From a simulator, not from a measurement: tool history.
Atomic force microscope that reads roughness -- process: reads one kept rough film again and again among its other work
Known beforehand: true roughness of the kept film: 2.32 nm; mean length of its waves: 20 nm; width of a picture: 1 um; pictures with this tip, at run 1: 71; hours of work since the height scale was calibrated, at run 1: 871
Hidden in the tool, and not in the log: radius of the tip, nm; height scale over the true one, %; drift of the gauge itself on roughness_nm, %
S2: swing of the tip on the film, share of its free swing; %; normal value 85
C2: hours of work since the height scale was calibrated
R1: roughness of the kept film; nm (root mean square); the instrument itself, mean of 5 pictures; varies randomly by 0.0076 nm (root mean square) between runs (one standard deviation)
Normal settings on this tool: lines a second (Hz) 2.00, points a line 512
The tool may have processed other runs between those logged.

{"run": 1, "hour": 0.0, "lines a second (Hz)": 2.0, "S2": 85, "points a line": 512, "pictures with this tip": 71, "C2": 871, "R1": 1.31}
{"hour": 5.1, "done": "new tip fitted"}
{"run": 2, "hour": 40.5, "lines a second (Hz)": 2.0, "S2": 85, "points a line": 512, "pictures with this tip": 49, "C2": 899, "R1": 1.349}
{"hour": 59.9, "done": "new tip fitted"}
{"run": 3, "hour": 103.5, "lines a second (Hz)": 2.0, "S2": 85, "points a line": 512, "pictures with this tip": 60, "C2": 943, "R1": 1.309}
{"hour": 113.9, "done": "new tip fitted"}
{"run": 4, "hour": 140.3, "lines a second (Hz)": 2.0, "S2": 85, "points a line": 512, "pictures with this tip": 36, "C2": 969, "R1": 1.423}
{"hour": 169.7, "done": "new tip fitted"}
{"run": 5, "hour": 198.7, "lines a second (Hz)": 2.0, "S2": 85, "points a line": 512, "pictures with this tip": 40, "C2": 1009, "R1": 1.396}
{"hour": 225.4, "done": "new tip fitted"}
{"run": 6, "hour": 256.4, "lines a second (Hz)": 2.0, "S2": 85, "points a line": 512, "pictures with this tip": 43, "C2": 1050, "R1": 1.412}
{"hour": 279.4, "done": "new tip fitted"}
{"run": 7, "hour": 288.3, "lines a second (Hz)": 2.0, "S2": 85, "points a line": 512, "pictures with this tip": 12, "C2": 1072, "R1": 1.559}
{"run": 8, "hour": 316.7, "lines a second (Hz)": 2.0, "S2": 85, "points a line": 512, "pictures with this tip": 51, "C2": 1092, "R1": 1.353}
{"hour": 334.8, "done": "new tip fitted"}
{"run": 9, "hour": 374.3, "lines a second (Hz)": 2.0, "S2": 85, "points a line": 512, "pictures with this tip": 54, "C2": 1132, "R1": 1.359}
{"hour": 388.9, "done": "new tip fitted"}
{"run": 10, "hour": 406.6, "lines a second (Hz)": 1.83, "S2": 85, "points a line": 512, "pictures with this tip": 24, "C2": 1154, "R1": 1.531}
{"hour": 444.4, "done": "new tip fitted"}
{"run": 11, "hour": 460.7, "lines a second (Hz)": 1.83, "S2": 85, "points a line": 512, "pictures with this tip": 22, "C2": 1192, "R1": 1.542}
{"hour": 500.3, "done": "new tip fitted"}
{"run": 12, "hour": 504.1, "lines a second (Hz)": 1.83, "S2": 85, "points a line": 512, "pictures with this tip": 5, "C2": 1222, "R1": 1.63}
{"hour": 557.6, "done": "new tip fitted"}
{"run": 13, "hour": 557.6, "lines a second (Hz)": 2.0, "S2": 58, "points a line": 512, "pictures with this tip": 0, "C2": 1260, "R1": 1.952}
{"run": 14, "hour": 607.4, "lines a second (Hz)": 2.0, "S2": 85, "points a line": 512, "pictures with this tip": 68, "C2": 1295, "R1": 1.284}
{"hour": 613.9, "done": "new tip fitted"}
{"run": 15, "hour": 644.0, "lines a second (Hz)": 2.0, "S2": 85, "points a line": 512, "pictures with this tip": 41, "C2": 1320, "R1": 1.404}
{"hour": 668.1, "done": "new tip fitted"}
{"run": 16, "hour": 679.7, "lines a second (Hz)": 2.0, "S2": 85, "points a line": 512, "pictures with this tip": 16, "C2": 1345, "R1": 1.532}
{"hour": 722.2, "done": "new tip fitted"}
{"run": 17, "hour": 744.8, "lines a second (Hz)": 1.1, "S2": 85, "points a line": 512, "pictures with this tip": 31, "C2": 1390, "R1": 1.632}
{"hour": 750.8, "done": "height scale calibrated on a step standard"}
{"hour": 777.2, "done": "new tip fitted"}
{"run": 18, "hour": 784.4, "lines a second (Hz)": 2.0, "S2": 85, "points a line": 512, "pictures with this tip": 10, "C2": 23, "R1": 1.585}
{"hour": 832.6, "done": "new tip fitted"}
{"run": 19, "hour": 841.1, "lines a second (Hz)": 2.0, "S2": 85, "points a line": 916, "pictures with this tip": 12, "C2": 63, "R1": 1.579}
{"hour": 889.8, "done": "new tip fitted"}
{"run": 20, "hour": 908.1, "lines a second (Hz)": 2.0, "S2": 85, "points a line": 916, "pictures with this tip": 25, "C2": 110, "R1": 1.527}
{"hour": 912.1, "done": "height scale calibrated on a step standard, once more"}
{"hour": 945.3, "done": "new tip fitted"}
{"run": 21, "hour": 956.0, "lines a second (Hz)": 2.0, "S2": 85, "points a line": 512, "pictures with this tip": 15, "C2": 31, "R1": 1.519}
{"hour": 1000.3, "done": "new tip fitted"}
{"run": 22, "hour": 1015.2, "lines a second (Hz)": 2.0, "S2": 85, "points a line": 512, "pictures with this tip": 20, "C2": 72, "R1": 1.495}
{"run": 23, "hour": 1048.8, "lines a second (Hz)": 2.0, "S2": 79, "points a line": 512, "pictures with this tip": 66, "C2": 96, "R1": 1.339}
{"hour": 1054.8, "done": "new tip fitted"}
{"run": 24, "hour": 1102.7, "lines a second (Hz)": 2.0, "S2": 79, "points a line": 512, "pictures with this tip": 66, "C2": 133, "R1": 1.352}
{"hour": 1109.2, "done": "new tip fitted"}
{"run": 25, "hour": 1148.3, "lines a second (Hz)": 2.0, "S2": 59, "points a line": 610, "pictures with this tip": 54, "C2": 165, "R1": 1.615}
{"hour": 1164.2, "done": "new tip fitted"}
{"run": 26, "hour": 1183.5, "lines a second (Hz)": 2.0, "S2": 59, "points a line": 610, "pictures with this tip": 26, "C2": 189, "R1": 1.746}
{"hour": 1220.2, "done": "new tip fitted"}
{"run": 27, "hour": 1232.7, "lines a second (Hz)": 2.51, "S2": 59, "points a line": 489, "pictures with this tip": 18, "C2": 224, "R1": 1.77}
{"run": 28, "hour": 1270.5, "lines a second (Hz)": 2.51, "S2": 59, "points a line": 489, "pictures with this tip": 70, "C2": 250, "R1": 1.498}
{"hour": 1274.5, "done": "new tip fitted"}
{"hour": 1331.1, "done": "new tip fitted"}
{"run": 29, "hour": 1333.2, "lines a second (Hz)": 2.51, "S2": 59, "points a line": 489, "pictures with this tip": 3, "C2": 294, "R1": 1.882}
{"run": 30, "hour": 1366.4, "lines a second (Hz)": 2.0, "S2": 81, "points a line": 512, "pictures with this tip": 49, "C2": 317, "R1": 1.407}
{"hour": 1387.6, "done": "new tip fitted"}
{"run": 31, "hour": 1411.6, "lines a second (Hz)": 2.0, "S2": 81, "points a line": 512, "pictures with this tip": 33, "C2": 348, "R1": 1.497}
{"hour": 1441.7, "done": "new tip fitted"}
{"run": 32, "hour": 1475.3, "lines a second (Hz)": 2.45, "S2": 85, "points a line": 311, "pictures with this tip": 47, "C2": 393, "R1": 1.277}
{"hour": 1497.0, "done": "new tip fitted"}
{"run": 33, "hour": 1514.3, "lines a second (Hz)": 2.0, "S2": 57, "points a line": 658, "pictures with this tip": 24, "C2": 420, "R1": 1.789}
{"hour": 1551.6, "done": "new tip fitted"}
{"run": 34, "hour": 1553.5, "lines a second (Hz)": 2.0, "S2": 75, "points a line": 512, "pictures with this tip": 2, "C2": 447, "R1": 1.747}
{"run": 35, "hour": 1585.8, "lines a second (Hz)": 2.0, "S2": 75, "points a line": 512, "pictures with this tip": 47, "C2": 470, "R1": 1.489}
{"hour": 1608.4, "done": "new tip fitted"}
{"run": 36, "hour": 1635.5, "lines a second (Hz)": 2.0, "S2": 81, "points a line": 518, "pictures with this tip": 38, "C2": 505, "R1": 1.451}
{"hour": 1662.7, "done": "new tip fitted"}
{"run": 37, "hour": 1690.3, "lines a second (Hz)": 2.0, "S2": 81, "points a line": 518, "pictures with this tip": 38, "C2": 543, "R1": 1.478}
{"hour": 1718.6, "done": "new tip fitted"}
{"run": 38, "hour": 1742.8, "lines a second (Hz)": 2.0, "S2": 81, "points a line": 518, "pictures with this tip": 33, "C2": 579, "R1": 1.491}
{"hour": 1773.1, "done": "new tip fitted"}
{"run": 39, "hour": 1790.7, "lines a second (Hz)": 0.7, "S2": 57, "points a line": 512, "pictures with this tip": 24, "C2": 613, "R1": 1.837}
{"hour": 1827.2, "done": "new tip fitted"}
{"run": 40, "hour": 1827.2, "lines a second (Hz)": 1.09, "S2": 57, "points a line": 569, "pictures with this tip": 0, "C2": 638, "R1": 2.021}
{"hour": 1883.0, "done": "new tip fitted"}
{"run": 41, "hour": 1883.0, "lines a second (Hz)": 1.09, "S2": 57, "points a line": 569, "pictures with this tip": 0, "C2": 677, "R1": 2.004}
{"run": 42, "hour": 1910.9, "lines a second (Hz)": 2.03, "S2": 59, "points a line": 368, "pictures with this tip": 38, "C2": 697, "R1": 1.671}
{"hour": 1937.8, "done": "new tip fitted"}
{"run": 43, "hour": 1947.2, "lines a second (Hz)": 2.03, "S2": 71, "points a line": 919, "pictures with this tip": 13, "C2": 722, "R1": 1.738}
{"run": 44, "hour": 1977.5, "lines a second (Hz)": 2.57, "S2": 78, "points a line": 916, "pictures with this tip": 55, "C2": 743, "R1": 1.373}
{"hour": 1994.9, "done": "new tip fitted"}
{"run": 45, "hour": 2018.4, "lines a second (Hz)": 0.89, "S2": 60, "points a line": 756, "pictures with this tip": 32, "C2": 772, "R1": 1.787}
{"hour": 2049.4, "done": "new tip fitted"}
{"run": 46, "hour": 2061.1, "lines a second (Hz)": 0.89, "S2": 60, "points a line": 402, "pictures with this tip": 16, "C2": 801, "R1": 1.884}
{"hour": 2108.6, "done": "new tip fitted"}
{"run": 47, "hour": 2116.9, "lines a second (Hz)": 0.89, "S2": 60, "points a line": 402, "pictures with this tip": 11, "C2": 840, "R1": 1.887}
{"hour": 2164.3, "done": "new tip fitted"}
{"run": 48, "hour": 2177.8, "lines a second (Hz)": 1.02, "S2": 65, "points a line": 337, "pictures with this tip": 19, "C2": 883, "R1": 1.831}

Hidden state at the last listed run before each entry between runs and at the first one after, where it differs:
Between runs 1 and 2: new tip fitted (hour 5.1)
  radius of the tip, nm: 17.2 -> 15; height scale over the true one, %: 1.01 -> 1.04
  measured value less the no-hidden-state value, R1: -0.312 -> -0.261 nm (root mean square)
Between runs 2 and 3: new tip fitted (hour 59.9)
  radius of the tip, nm: 15 -> 17.1; height scale over the true one, %: 1.04 -> 1.1
  measured value less the no-hidden-state value, R1: -0.261 -> -0.307 nm (root mean square)
Between runs 3 and 4: new tip fitted (hour 113.9)
  radius of the tip, nm: 17.1 -> 11.7; height scale over the true one, %: 1.1 -> 1.14
  measured value less the no-hidden-state value, R1: -0.307 -> -0.179 nm (root mean square)
Between runs 4 and 5: new tip fitted (hour 169.7)
  radius of the tip, nm: 11.7 -> 13; height scale over the true one, %: 1.14 -> 1.19
  measured value less the no-hidden-state value, R1: -0.179 -> -0.211 nm (root mean square)
Between runs 5 and 6: new tip fitted (hour 225.4)
  radius of the tip, nm: 13 -> 12.8; height scale over the true one, %: 1.19 -> 1.24
  measured value less the no-hidden-state value, R1: -0.211 -> -0.206 nm (root mean square)
Between runs 6 and 7: new tip fitted (hour 279.4)
  radius of the tip, nm: 12.8 -> 7.5; height scale over the true one, %: 1.24 -> 1.27
  measured value less the no-hidden-state value, R1: -0.206 -> -0.060 nm (root mean square)
Between runs 8 and 9: new tip fitted (hour 334.8)
  radius of the tip, nm: 15.2 -> 14.8; height scale over the true one, %: 1.3 -> 1.35
  measured value less the no-hidden-state value, R1: -0.261 -> -0.254 nm (root mean square)
Between runs 9 and 10: new tip fitted (hour 388.9)
  radius of the tip, nm: 14.8 -> 9.3; height scale over the true one, %: 1.35 -> 1.38
  measured value less the no-hidden-state value, R1: -0.254 -> -0.114 nm (root mean square)
Between runs 10 and 11: new tip fitted (hour 444.4)
  radius of the tip, nm: 9.3 -> 9.2; height scale over the true one, %: 1.38 -> 1.43
  measured value less the no-hidden-state value, R1: -0.114 -> -0.110 nm (root mean square)
Between runs 11 and 12: new tip fitted (hour 500.3)
  radius of the tip, nm: 9.2 -> 6.1; height scale over the true one, %: 1.43 -> 1.47
  measured value less the no-hidden-state value, R1: -0.110 -> -0.012 nm (root mean square)
Between runs 12 and 13: new tip fitted (hour 557.6)
  radius of the tip, nm: 6.1 -> 5.4; height scale over the true one, %: 1.47 -> 1.52
  measured value less the no-hidden-state value, R1: -0.012 -> +0.013 nm (root mean square)
Between runs 14 and 15: new tip fitted (hour 613.9)
  radius of the tip, nm: 18.4 -> 13; height scale over the true one, %: 1.56 -> 1.59
  measured value less the no-hidden-state value, R1: -0.328 -> -0.205 nm (root mean square)
Between runs 15 and 16: new tip fitted (hour 668.1)
  radius of the tip, nm: 13 -> 8.3; height scale over the true one, %: 1.59 -> 1.63
  measured value less the no-hidden-state value, R1: -0.205 -> -0.079 nm (root mean square)
Between runs 16 and 17: new tip fitted (hour 722.2)
  radius of the tip, nm: 8.3 -> 10.7; height scale over the true one, %: 1.63 -> 1.69
  measured value less the no-hidden-state value, R1: -0.079 -> -0.161 nm (root mean square)
Between runs 17 and 18: height scale calibrated on a step standard (hour 750.8); new tip fitted (hour 777.2)
  radius of the tip, nm: 10.7 -> 7.1; height scale over the true one, %: 1.69 -> 2.59
  measured value less the no-hidden-state value, R1: -0.161 -> -0.026 nm (root mean square)
Between runs 18 and 19: new tip fitted (hour 832.6)
  radius of the tip, nm: 7.1 -> 8; height scale over the true one, %: 2.59 -> 2.64
  measured value less the no-hidden-state value, R1: -0.026 -> -0.055 nm (root mean square)
Between runs 19 and 20: new tip fitted (hour 889.8)
  radius of the tip, nm: 8 -> 9.3; height scale over the true one, %: 2.64 -> 2.7
  measured value less the no-hidden-state value, R1: -0.055 -> -0.091 nm (root mean square)
Between runs 20 and 21: height scale calibrated on a step standard, once more (hour 912.1); new tip fitted (hour 945.3)
  radius of the tip, nm: 9.3 -> 8.1; height scale over the true one, %: 2.7 -> 0.07
  measured value less the no-hidden-state value, R1: -0.091 -> -0.096 nm (root mean square)
Between runs 21 and 22: new tip fitted (hour 1000.3)
  radius of the tip, nm: 8.1 -> 8.7; height scale over the true one, %: 0.07 -> 0.12
  measured value less the no-hidden-state value, R1: -0.096 -> -0.112 nm (root mean square)
Between runs 23 and 24: new tip fitted (hour 1054.8)
  radius of the tip, nm: 18 -> 17.5; height scale over the true one, %: 0.15 -> 0.2
  measured value less the no-hidden-state value, R1: -0.355 -> -0.344 nm (root mean square)
Between runs 24 and 25: new tip fitted (hour 1109.2)
  radius of the tip, nm: 17.5 -> 14.9; height scale over the true one, %: 0.2 -> 0.24
  measured value less the no-hidden-state value, R1: -0.344 -> -0.325 nm (root mean square)
Between runs 25 and 26: new tip fitted (hour 1164.2)
  radius of the tip, nm: 14.9 -> 10.7; height scale over the true one, %: 0.24 -> 0.27
  measured value less the no-hidden-state value, R1: -0.325 -> -0.199 nm (root mean square)
Between runs 26 and 27: new tip fitted (hour 1220.2)
  radius of the tip, nm: 10.7 -> 9; height scale over the true one, %: 0.27 -> 0.31
  measured value less the no-hidden-state value, R1: -0.199 -> -0.140 nm (root mean square)
Between runs 28 and 29: new tip fitted (hour 1274.5); new tip fitted (hour 1331.1)
  radius of the tip, nm: 18.4 -> 5.9; height scale over the true one, %: 0.35 -> 0.4
  measured value less the no-hidden-state value, R1: -0.406 -> -0.027 nm (root mean square)
Between runs 30 and 31: new tip fitted (hour 1387.6)
  radius of the tip, nm: 14.5 -> 11.1; height scale over the true one, %: 0.43 -> 0.47
  measured value less the no-hidden-state value, R1: -0.267 -> -0.180 nm (root mean square)
Between runs 31 and 32: new tip fitted (hour 1441.7)
  radius of the tip, nm: 11.1 -> 14.7; height scale over the true one, %: 0.47 -> 0.53
  measured value less the no-hidden-state value, R1: -0.180 -> -0.244 nm (root mean square)
Between runs 32 and 33: new tip fitted (hour 1497.0)
  radius of the tip, nm: 14.7 -> 10.1; height scale over the true one, %: 0.53 -> 0.56
  measured value less the no-hidden-state value, R1: -0.244 -> -0.175 nm (root mean square)
Between runs 33 and 34: new tip fitted (hour 1551.6)
  radius of the tip, nm: 10.1 -> 5.5; height scale over the true one, %: 0.56 -> 0.59
  measured value less the no-hidden-state value, R1: -0.175 -> -0.007 nm (root mean square)
Between runs 35 and 36: new tip fitted (hour 1608.4)
  radius of the tip, nm: 14.1 -> 13.3; height scale over the true one, %: 0.63 -> 0.67
  measured value less the no-hidden-state value, R1: -0.267 -> -0.235 nm (root mean square)
Between runs 36 and 37: new tip fitted (hour 1662.7)
  radius of the tip, nm: 13.3 -> 12.4; height scale over the true one, %: 0.67 -> 0.72
  measured value less the no-hidden-state value, R1: -0.235 -> -0.212 nm (root mean square)
Between runs 37 and 38: new tip fitted (hour 1718.6)
  radius of the tip, nm: 12.4 -> 11.6; height scale over the true one, %: 0.72 -> 0.77
  measured value less the no-hidden-state value, R1: -0.212 -> -0.191 nm (root mean square)
Between runs 38 and 39: new tip fitted (hour 1773.1)
  radius of the tip, nm: 11.6 -> 10.1; height scale over the true one, %: 0.77 -> 0.81
  measured value less the no-hidden-state value, R1: -0.191 -> -0.175 nm (root mean square)
Between runs 39 and 40: new tip fitted (hour 1827.2)
  radius of the tip, nm: 10.1 -> 5; height scale over the true one, %: 0.81 -> 0.84
  measured value less the no-hidden-state value, R1: -0.175 -> +0.015 nm (root mean square)
Between runs 40 and 41: new tip fitted (hour 1883.0)
  radius of the tip, nm: 5 -> 5.5; height scale over the true one, %: 0.84 -> 0.89
  measured value less the no-hidden-state value, R1: +0.015 -> -0.001 nm (root mean square)
Between runs 42 and 43: new tip fitted (hour 1937.8)
  radius of the tip, nm: 12.4 -> 8; height scale over the true one, %: 0.92 -> 0.95
  measured value less the no-hidden-state value, R1: -0.237 -> -0.089 nm (root mean square)
Between runs 44 and 45: new tip fitted (hour 1994.9)
  radius of the tip, nm: 15.8 -> 11.6; height scale over the true one, %: 0.98 -> 1.01
  measured value less the no-hidden-state value, R1: -0.287 -> -0.222 nm (root mean square)
Between runs 45 and 46: new tip fitted (hour 2049.4)
  radius of the tip, nm: 11.6 -> 8.5; height scale over the true one, %: 1.01 -> 1.05
  measured value less the no-hidden-state value, R1: -0.222 -> -0.114 nm (root mean square)
Between runs 46 and 47: new tip fitted (hour 2108.6)
  radius of the tip, nm: 8.5 -> 7.8; height scale over the true one, %: 1.05 -> 1.09
  measured value less the no-hidden-state value, R1: -0.114 -> -0.086 nm (root mean square)
Between runs 47 and 48: new tip fitted (hour 2164.3)
  radius of the tip, nm: 7.8 -> 8.9; height scale over the true one, %: 1.09 -> 1.15
  measured value less the no-hidden-state value, R1: -0.086 -> -0.125 nm (root mean square)
